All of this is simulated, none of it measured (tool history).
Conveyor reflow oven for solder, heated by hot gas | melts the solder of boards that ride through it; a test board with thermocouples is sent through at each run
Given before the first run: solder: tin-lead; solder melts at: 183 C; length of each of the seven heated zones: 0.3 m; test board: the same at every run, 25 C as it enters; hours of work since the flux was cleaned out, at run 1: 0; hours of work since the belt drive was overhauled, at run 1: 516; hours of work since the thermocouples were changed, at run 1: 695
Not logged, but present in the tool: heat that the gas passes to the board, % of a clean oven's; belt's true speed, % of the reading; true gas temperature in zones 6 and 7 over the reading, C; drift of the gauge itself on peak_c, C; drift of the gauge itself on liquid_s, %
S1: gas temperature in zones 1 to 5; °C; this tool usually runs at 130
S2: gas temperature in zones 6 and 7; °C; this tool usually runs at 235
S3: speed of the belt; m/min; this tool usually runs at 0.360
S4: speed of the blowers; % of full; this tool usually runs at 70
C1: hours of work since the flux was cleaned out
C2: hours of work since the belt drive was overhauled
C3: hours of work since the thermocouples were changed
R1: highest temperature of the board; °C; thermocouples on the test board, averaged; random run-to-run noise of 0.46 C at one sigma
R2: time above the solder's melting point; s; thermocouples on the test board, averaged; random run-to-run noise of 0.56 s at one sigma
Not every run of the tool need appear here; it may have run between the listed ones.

Run 1, hour 0.0: usual settings; C1 0; C2 516; C3 695. Result: R1 217.8 °C, R2 71.8 s.
Run 2, hour 42.3: usual settings; C1 20; C2 536; C3 715. Result: R1 217.0 °C, R2 72.5 s.
Run 3, hour 79.6: usual settings; C1 38; C2 554; C3 733. Result: R1 217.5 °C, R2 71.7 s.
Run 4, hour 161.3: usual settings but S1 132 °C; C1 77; C2 593; C3 772. Result: R1 217.1 °C, R2 72.5 s.
Run 5, hour 207.4: usual settings but S3 0.373 m/min; C1 99; C2 615; C3 794. Result: R1 215.4 °C, R2 67.1 s.
Run 6, hour 256.2: usual settings but S1 139 °C; C1 122; C2 638; C3 817. Result: R1 217.6 °C, R2 76.5 s.
Run 7, hour 339.1: usual settings but S1 139 °C; C1 162; C2 678; C3 857. Result: R1 217.5 °C, R2 77.4 s.
At hour 359.9: flux residue cleaned out of gas plates and filters.
Run 8, hour 404.2: usual settings but S1 139 °C, S3 0.374 m/min; C1 21; C2 706; C3 886. Result: R1 217.4 °C, R2 73.0 s.
At hour 449.1: belt drive overhauled, speed set with a stopwatch.
Run 9, hour 476.5: usual settings but S4 74 % of full; C1 54; C2 13; C3 918. Result: R1 218.0 °C, R2 72.9 s.
Run 10, hour 535.4: usual settings but S2 223 °C, S4 74 % of full; C1 82; C2 41; C3 946. Result: R1 206.6 °C, R2 59.0 s.
Run 11, hour 619.4: usual settings; C1 122; C2 81; C3 986. Result: R1 215.8 °C, R2 69.4 s.
Run 12, hour 665.6: usual settings but S4 63 % of full; C1 144; C2 103; C3 1008. Result: R1 214.1 °C, R2 66.4 s.
Run 13, hour 715.6: usual settings but S1 139 °C; C1 168; C2 127; C3 1032. Result: R1 216.1 °C, R2 74.6 s.
At hour 726.9: flux residue cleaned out of gas plates and filters.
Run 14, hour 756.9: usual settings but S1 139 °C; C1 14; C2 144; C3 1049. Result: R1 218.1 °C, R2 76.3 s.
Run 15, hour 826.6: usual settings but S1 139 °C; C1 48; C2 178; C3 1083. Result: R1 217.4 °C, R2 76.5 s.
Run 16, hour 894.0: usual settings but S1 139 °C; C1 80; C2 210; C3 1115. Result: R1 216.6 °C, R2 75.9 s.
Run 17, hour 970.3: usual settings but S4 54 % of full; C1 116; C2 246; C3 1151. Result: R1 210.5 °C, R2 62.8 s.
Run 18, hour 1020.5: usual settings but S1 138 °C, S2 225 °C, S3 0.415 m/min, S4 61 % of full; C1 140; C2 270; C3 1175. Result: R1 201.1 °C, R2 45.1 s.
Run 19, hour 1073.9: usual settings but S1 138 °C, S2 225 °C, S3 0.416 m/min, S4 61 % of full; C1 165; C2 296; C3 1201. Result: R1 201.2 °C, R2 45.0 s.
At hour 1091.1: flux residue cleaned out of gas plates and filters.
Run 20, hour 1126.6: usual settings but S1 136 °C, S2 225 °C, S3 0.342 m/min, S4 61 % of full; C1 17; C2 318; C3 1223. Result: R1 208.6 °C, R2 67.7 s.
Run 21, hour 1198.1: usual settings but S1 141 °C, S3 0.290 m/min, S4 76 % of full; C1 51; C2 352; C3 1257. Result: R1 224.3 °C, R2 104.8 s.
At hour 1282.9: thermocouples of zones 6 and 7 changed.
Run 22, hour 1287.4: usual settings but S1 119 °C, S3 0.302 m/min, S4 52 % of full; C1 93; C2 394; C3 2. Result: R1 217.1 °C, R2 80.6 s.
Run 23, hour 1360.7: usual settings but S1 119 °C, S2 244 °C, S3 0.302 m/min, S4 78 % of full; C1 128; C2 429; C3 37. Result: R1 231.9 °C, R2 97.7 s.
Run 24, hour 1421.5: usual settings but S1 119 °C, S2 229 °C, S3 0.302 m/min, S4 78 % of full; C1 157; C2 458; C3 66. Result: R1 217.5 °C, R2 85.0 s.
At hour 1450.8: flux residue cleaned out of gas plates and filters.
Run 25, hour 1477.1: usual settings but S1 119 °C, S2 229 °C, S3 0.302 m/min, S4 78 % of full; C1 13; C2 482; C3 90. Result: R1 218.2 °C, R2 86.4 s.
Run 26, hour 1544.9: usual settings but S1 119 °C, S2 229 °C, S3 0.302 m/min, S4 78 % of full; C1 45; C2 514; C3 123. Result: R1 218.9 °C, R2 85.5 s.
Run 27, hour 1602.0: usual settings but S1 119 °C, S2 237 °C, S3 0.305 m/min, S4 55 % of full; C1 72; C2 542; C3 150. Result: R1 219.6 °C, R2 83.9 s.
Run 28, hour 1654.8: usual settings but S1 119 °C, S2 237 °C, S3 0.305 m/min, S4 55 % of full; C1 97; C2 567; C3 175. Result: R1 218.6 °C, R2 82.4 s.
Run 29, hour 1709.5: usual settings but S1 119 °C, S2 237 °C, S3 0.305 m/min, S4 55 % of full; C1 123; C2 593; C3 201. Result: R1 218.4 °C, R2 83.1 s.

Predict each of these 4 candidate next runs independently; none follows another, all start after run 29:
Run A, hour 1792.8: usual settings but S1 142 °C, S3 0.303 m/min; C1 163; C2 633; C3 241. Result: R1 ?, R2 ?.
Run B, hour 1792.8: usual settings but S1 119 °C, S2 237 °C, S3 0.345 m/min, S4 59 % of full; C1 163; C2 633; C3 241. Result: R1 ?, R2 ?.
Run C, hour 1792.8: usual settings but S3 0.369 m/min, S4 62 % of full; C1 163; C2 633; C3 241. Result: R1 ?, R2 ?.
Run D, hour 1792.8: usual settings but S1 119 °C, S2 237 °C, S3 0.305 m/min, S4 87 % of full; C1 163; C2 633; C3 241. Result: R1 ?, R2 ?.

run     R1     R2
  A  223.7  100.9
  B  214.8   68.2
  C  214.3   65.5
  D  225.8   93.1
With no hidden state in the tool, these same runs would have given:
run     R1     R2
  A  225.1  101.2
  B  216.5   69.6
  C  216.0   66.9
  D  227.6   94.0
